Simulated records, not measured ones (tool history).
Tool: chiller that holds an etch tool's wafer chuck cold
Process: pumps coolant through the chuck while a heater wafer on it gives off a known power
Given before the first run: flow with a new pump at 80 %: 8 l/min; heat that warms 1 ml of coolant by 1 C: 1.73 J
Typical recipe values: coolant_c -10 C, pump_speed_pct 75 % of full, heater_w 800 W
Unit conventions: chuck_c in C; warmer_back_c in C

{"run": 1, "hour": 0.0, "coolant_c": -10, "pump_speed_pct": 75, "heater_w": 800, "chuck_c": -0.2, "warmer_back_c": 3.86}
{"run": 2, "hour": 149.4, "coolant_c": -10, "pump_speed_pct": 75, "heater_w": 800, "chuck_c": -0.2, "warmer_back_c": 3.85}
{"run": 3, "hour": 235.6, "coolant_c": -10, "pump_speed_pct": 75, "heater_w": 800, "chuck_c": -0.1, "warmer_back_c": 3.81}
{"run": 4, "hour": 345.3, "coolant_c": -10, "pump_speed_pct": 75, "heater_w": 800, "chuck_c": -0.1, "warmer_back_c": 3.84}
{"run": 5, "hour": 461.9, "coolant_c": -10, "pump_speed_pct": 75, "heater_w": 800, "chuck_c": 0.0, "warmer_back_c": 3.86}
{"run": 6, "hour": 599.4, "coolant_c": -10, "pump_speed_pct": 75, "heater_w": 1093, "chuck_c": 3.6, "warmer_back_c": 5.33}
{"run": 7, "hour": 730.2, "coolant_c": -10, "pump_speed_pct": 75, "heater_w": 1093, "chuck_c": 3.7, "warmer_back_c": 5.29}
{"run": 8, "hour": 869.0, "coolant_c": -10, "pump_speed_pct": 75, "heater_w": 1093, "chuck_c": 3.8, "warmer_back_c": 5.36}
{"run": 9, "hour": 968.3, "coolant_c": -10, "pump_speed_pct": 75, "heater_w": 1093, "chuck_c": 3.9, "warmer_back_c": 5.34}
{"run": 10, "hour": 1077.9, "coolant_c": -10, "pump_speed_pct": 75, "heater_w": 800, "chuck_c": 0.3, "warmer_back_c": 3.88}
{"run": 11, "hour": 1207.2, "coolant_c": -10, "pump_speed_pct": 75, "heater_w": 800, "chuck_c": 0.2, "warmer_back_c": 3.94}
{"run": 12, "hour": 1277.3, "coolant_c": -10, "pump_speed_pct": 75, "heater_w": 800, "chuck_c": 0.4, "warmer_back_c": 3.98}
{"run": 13, "hour": 1349.1, "coolant_c": -8, "pump_speed_pct": 75, "heater_w": 800, "chuck_c": 2.4, "warmer_back_c": 3.93}
{"run": 14, "hour": 1444.8, "coolant_c": -8, "pump_speed_pct": 75, "heater_w": 800, "chuck_c": 2.5, "warmer_back_c": 3.98}
{"run": 15, "hour": 1578.1, "coolant_c": -8, "pump_speed_pct": 75, "heater_w": 800, "chuck_c": 2.5, "warmer_back_c": 3.95}
{"run": 16, "hour": 1680.7, "coolant_c": -10, "pump_speed_pct": 75, "heater_w": 464, "chuck_c": -3.6, "warmer_back_c": 2.34}
{"run": 17, "hour": 1769.3, "coolant_c": -10, "pump_speed_pct": 75, "heater_w": 464, "chuck_c": -3.7, "warmer_back_c": 2.32}
{"hour": 1830.9, "done": "coolant changed, channels flushed"}
{"run": 18, "hour": 1928.4, "coolant_c": -10, "pump_speed_pct": 75, "heater_w": 464, "chuck_c": -4.4, "warmer_back_c": 2.3}
{"run": 19, "hour": 2069.1, "coolant_c": -10, "pump_speed_pct": 75, "heater_w": 464, "chuck_c": -4.2, "warmer_back_c": 2.32}
{"run": 20, "hour": 2185.7, "coolant_c": -8, "pump_speed_pct": 76, "heater_w": 1049, "chuck_c": 4.3, "warmer_back_c": 5.19}
{"run": 21, "hour": 2287.6, "coolant_c": -8, "pump_speed_pct": 76, "heater_w": 1049, "chuck_c": 4.5, "warmer_back_c": 5.2}
{"run": 22, "hour": 2394.7, "coolant_c": -16, "pump_speed_pct": 79, "heater_w": 592, "chuck_c": -8.9, "warmer_back_c": 2.83}
{"run": 23, "hour": 2556.0, "coolant_c": -2, "pump_speed_pct": 61, "heater_w": 592, "chuck_c": 6.6, "warmer_back_c": 3.77}
{"run": 24, "hour": 2705.6, "coolant_c": -15, "pump_speed_pct": 69, "heater_w": 620, "chuck_c": -6.6, "warmer_back_c": 3.45}
{"run": 25, "hour": 2793.6, "coolant_c": -15, "pump_speed_pct": 95, "heater_w": 620, "chuck_c": -8.5, "warmer_back_c": 2.55}
{"run": 26, "hour": 2954.9, "coolant_c": -14, "pump_speed_pct": 100, "heater_w": 630, "chuck_c": -7.7, "warmer_back_c": 2.35}
{"run": 27, "hour": 3051.8, "coolant_c": -19, "pump_speed_pct": 75, "heater_w": 800, "chuck_c": -9.0, "warmer_back_c": 4.03}
{"run": 28, "hour": 3210.1, "coolant_c": -19, "pump_speed_pct": 75, "heater_w": 800, "chuck_c": -8.7, "warmer_back_c": 4.08}
{"hour": 3240.4, "done": "chiller's thermometer calibrated"}
{"run": 29, "hour": 3362.3, "coolant_c": -19, "pump_speed_pct": 90, "heater_w": 475, "chuck_c": -14.0, "warmer_back_c": 2.03}
{"run": 30, "hour": 3511.0, "coolant_c": -13, "pump_speed_pct": 64, "heater_w": 449, "chuck_c": -6.8, "warmer_back_c": 2.68}
{"run": 31, "hour": 3615.9, "coolant_c": -13, "pump_speed_pct": 64, "heater_w": 449, "chuck_c": -6.9, "warmer_back_c": 2.72}
{"run": 32, "hour": 3773.5, "coolant_c": -13, "pump_speed_pct": 64, "heater_w": 449, "chuck_c": -6.6, "warmer_back_c": 2.75}

How would selected steps in chuck_c from run to run divide? Give the signed amount a tool lacking its hidden state would still show from settings, what came in and random variation, and the signed amount left for the hidden state, including any gauge scatter that is not in both of the compared results.
Hidden conditions of the tool in this case: heat passed by the chuck's channels, % of clean ones'; flow at a given pump speed, % of a new pump's; coolant's true temperature over the reading, C; drift of the gauge itself on chuck_c, C; drift of the gauge itself on warmer_back_c, C.
Run 15 -> 16: coolant_c -8 -> -10, heater_w 800 -> 464. chuck_c -6.1 C: hidden state -0.6, all else -5.5.
Run 17 -> 18: coolant changed, channels flushed. chuck_c -0.7 C: hidden state -0.5, all else -0.2.
Run 21 -> 22: coolant_c -8 -> -16, pump_speed_pct 76 -> 79, heater_w 1049 -> 592. chuck_c -13.4 C: hidden state -0.3, all else -13.1.
Run 22 -> 23: coolant_c -16 -> -2, pump_speed_pct 79 -> 61. chuck_c +15.5 C: hidden state +0.2, all else +15.3.
Run 23 -> 24: coolant_c -2 -> -15, pump_speed_pct 61 -> 69, heater_w 592 -> 620. chuck_c -13.2 C: hidden state +0.0, all else -13.2.
Run 28 -> 29: pump_speed_pct 75 -> 90, heater_w 800 -> 475, chiller's thermometer calibrated. chuck_c -5.3 C: hidden state -1.1, all else -4.2.
